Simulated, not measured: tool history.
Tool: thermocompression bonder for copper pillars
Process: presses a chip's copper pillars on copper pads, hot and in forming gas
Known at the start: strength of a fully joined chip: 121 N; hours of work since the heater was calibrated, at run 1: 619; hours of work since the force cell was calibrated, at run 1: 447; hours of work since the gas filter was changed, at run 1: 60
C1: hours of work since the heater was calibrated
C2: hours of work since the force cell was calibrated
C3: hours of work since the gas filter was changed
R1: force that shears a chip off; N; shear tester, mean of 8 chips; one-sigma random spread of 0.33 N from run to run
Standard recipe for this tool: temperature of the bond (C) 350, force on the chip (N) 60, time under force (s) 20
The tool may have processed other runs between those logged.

run 1 day=0.000 | temperature_of_the_bond_(C)=350 force_on_the_chip_(N)=60 time_under_force_(s)=20 | C1=619 C2=447 C3=60 | R1=58.8
run 2 day=0.988 | temperature_of_the_bond_(C)=350 force_on_the_chip_(N)=49 time_under_force_(s)=20 | C1=632 C2=461 C3=73 | R1=47.4
run 3 day=2.442 | temperature_of_the_bond_(C)=350 force_on_the_chip_(N)=49 time_under_force_(s)=20 | C1=652 C2=480 C3=93 | R1=47.7
run 4 day=3.233 | temperature_of_the_bond_(C)=350 force_on_the_chip_(N)=49 time_under_force_(s)=20 | C1=663 C2=491 C3=104 | R1=47.8
run 5 day=4.633 | temperature_of_the_bond_(C)=350 force_on_the_chip_(N)=49 time_under_force_(s)=20 | C1=682 C2=510 C3=123 | R1=47.7
run 6 day=5.671 | temperature_of_the_bond_(C)=346 force_on_the_chip_(N)=60 time_under_force_(s)=20 | C1=696 C2=524 C3=137 | R1=57.3
run 7 day=6.342 | temperature_of_the_bond_(C)=346 force_on_the_chip_(N)=60 time_under_force_(s)=20 | C1=705 C2=533 C3=146 | R1=57.3
run 8 day=7.104 | temperature_of_the_bond_(C)=346 force_on_the_chip_(N)=60 time_under_force_(s)=20 | C1=715 C2=544 C3=156 | R1=57.1
run 9 day=8.154 | temperature_of_the_bond_(C)=323 force_on_the_chip_(N)=60 time_under_force_(s)=20 | C1=730 C2=558 C3=171 | R1=47.2
run 10 day=9.533 | temperature_of_the_bond_(C)=323 force_on_the_chip_(N)=60 time_under_force_(s)=20 | C1=748 C2=577 C3=189 | R1=47.2
run 11 day=10.642 | temperature_of_the_bond_(C)=350 force_on_the_chip_(N)=60 time_under_force_(s)=20 | C1=764 C2=592 C3=204 | R1=59.2
run 12 day=12.017 | temperature_of_the_bond_(C)=350 force_on_the_chip_(N)=60 time_under_force_(s)=20 | C1=782 C2=610 C3=223 | R1=59.2
run 13 day=12.754 | temperature_of_the_bond_(C)=350 force_on_the_chip_(N)=60 time_under_force_(s)=20 | C1=792 C2=620 C3=233 | R1=59.7
run 14 day=13.642 | temperature_of_the_bond_(C)=350 force_on_the_chip_(N)=60 time_under_force_(s)=20 | C1=804 C2=633 C3=245 | R1=60.5
run 15 day=14.975 | temperature_of_the_bond_(C)=350 force_on_the_chip_(N)=84 time_under_force_(s)=20 | C1=822 C2=651 C3=263 | R1=81.5
-- day=15.417 gauge calibrated
run 16 day=16.154 | temperature_of_the_bond_(C)=350 force_on_the_chip_(N)=84 time_under_force_(s)=20 | C1=838 C2=667 C3=279 | R1=80.1
run 17 day=17.279 | temperature_of_the_bond_(C)=351 force_on_the_chip_(N)=84 time_under_force_(s)=20 | C1=854 C2=682 C3=295 | R1=80.3
run 18 day=18.112 | temperature_of_the_bond_(C)=351 force_on_the_chip_(N)=84 time_under_force_(s)=20 | C1=865 C2=693 C3=306 | R1=80.1
run 19 day=19.204 | temperature_of_the_bond_(C)=350 force_on_the_chip_(N)=40 time_under_force_(s)=20 | C1=880 C2=708 C3=321 | R1=37.7
run 20 day=20.675 | temperature_of_the_bond_(C)=344 force_on_the_chip_(N)=71 time_under_force_(s)=11 | C1=900 C2=728 C3=341 | R1=54.1
run 21 day=21.658 | temperature_of_the_bond_(C)=350 force_on_the_chip_(N)=45 time_under_force_(s)=25 | C1=913 C2=742 C3=354 | R1=47.7
-- day=21.892 forming gas filter changed
run 22 day=22.833 | temperature_of_the_bond_(C)=375 force_on_the_chip_(N)=60 time_under_force_(s)=20 | C1=929 C2=757 C3=13 | R1=71.1
run 23 day=23.800 | temperature_of_the_bond_(C)=350 force_on_the_chip_(N)=38 time_under_force_(s)=15 | C1=942 C2=770 C3=26 | R1=31.5
run 24 day=25.029 | temperature_of_the_bond_(C)=339 force_on_the_chip_(N)=60 time_under_force_(s)=17 | C1=959 C2=787 C3=43 | R1=51.8
run 25 day=26.158 | temperature_of_the_bond_(C)=339 force_on_the_chip_(N)=45 time_under_force_(s)=46 | C1=974 C2=802 C3=58 | R1=54.9
run 26 day=27.508 | temperature_of_the_bond_(C)=350 force_on_the_chip_(N)=60 time_under_force_(s)=27 | C1=993 C2=821 C3=76 | R1=66.2
run 27 day=28.858 | temperature_of_the_bond_(C)=373 force_on_the_chip_(N)=56 time_under_force_(s)=16 | C1=1011 C2=839 C3=95 | R1=61.5
run 28 day=30.083 | temperature_of_the_bond_(C)=325 force_on_the_chip_(N)=58 time_under_force_(s)=10 | C1=1027 C2=856 C3=111 | R1=36.1
run 29 day=30.783 | temperature_of_the_bond_(C)=322 force_on_the_chip_(N)=60 time_under_force_(s)=23 | C1=1037 C2=865 C3=121 | R1=49.7
run 30 day=32.362 | temperature_of_the_bond_(C)=378 force_on_the_chip_(N)=77 time_under_force_(s)=23 | C1=1058 C2=887 C3=142 | R1=92.9
run 31 day=33.421 | temperature_of_the_bond_(C)=367 force_on_the_chip_(N)=51 time_under_force_(s)=17 | C1=1073 C2=901 C3=157 | R1=54.6
-- day=34.071 gauge calibrated
run 32 day=34.621 | temperature_of_the_bond_(C)=367 force_on_the_chip_(N)=51 time_under_force_(s)=17 | C1=1089 C2=917 C3=173 | R1=53.1
run 33 day=35.950 | temperature_of_the_bond_(C)=350 force_on_the_chip_(N)=41 time_under_force_(s)=11 | C1=1107 C2=935 C3=191 | R1=30.1
run 34 day=37.488 | temperature_of_the_bond_(C)=350 force_on_the_chip_(N)=79 time_under_force_(s)=24 | C1=1128 C2=956 C3=212 | R1=80.1
run 35 day=38.921 | temperature_of_the_bond_(C)=350 force_on_the_chip_(N)=70 time_under_force_(s)=40 | C1=1148 C2=976 C3=231 | R1=83.7
run 36 day=39.588 | temperature_of_the_bond_(C)=366 force_on_the_chip_(N)=43 time_under_force_(s)=42 | C1=1157 C2=985 C3=241 | R1=61.9
run 37 day=40.312 | temperature_of_the_bond_(C)=342 force_on_the_chip_(N)=58 time_under_force_(s)=14 | C1=1167 C2=995 C3=250 | R1=46.9

Forecast each of these 4 alternatives for the next run:
run A day=41.571 | temperature_of_the_bond_(C)=369 force_on_the_chip_(N)=76 time_under_force_(s)=16 | C1=1184 C2=1012 C3=267 | R1=?
run B day=41.571 | temperature_of_the_bond_(C)=355 force_on_the_chip_(N)=73 time_under_force_(s)=12 | C1=1184 C2=1012 C3=267 | R1=?
run C day=41.571 | temperature_of_the_bond_(C)=342 force_on_the_chip_(N)=58 time_under_force_(s)=21 | C1=1184 C2=1012 C3=267 | R1=?
run D day=41.571 | temperature_of_the_bond_(C)=366 force_on_the_chip_(N)=62 time_under_force_(s)=14 | C1=1184 C2=1012 C3=267 | R1=?

run=A R1=78.4
run=B R1=62.7
run=C R1=54.6
run=D R1=60.7
Stripped of hidden state, with their random variation kept, the same runs would have yielded:
run=A R1=77.4
run=B R1=61.9
run=C R1=53.8
run=D R1=59.9
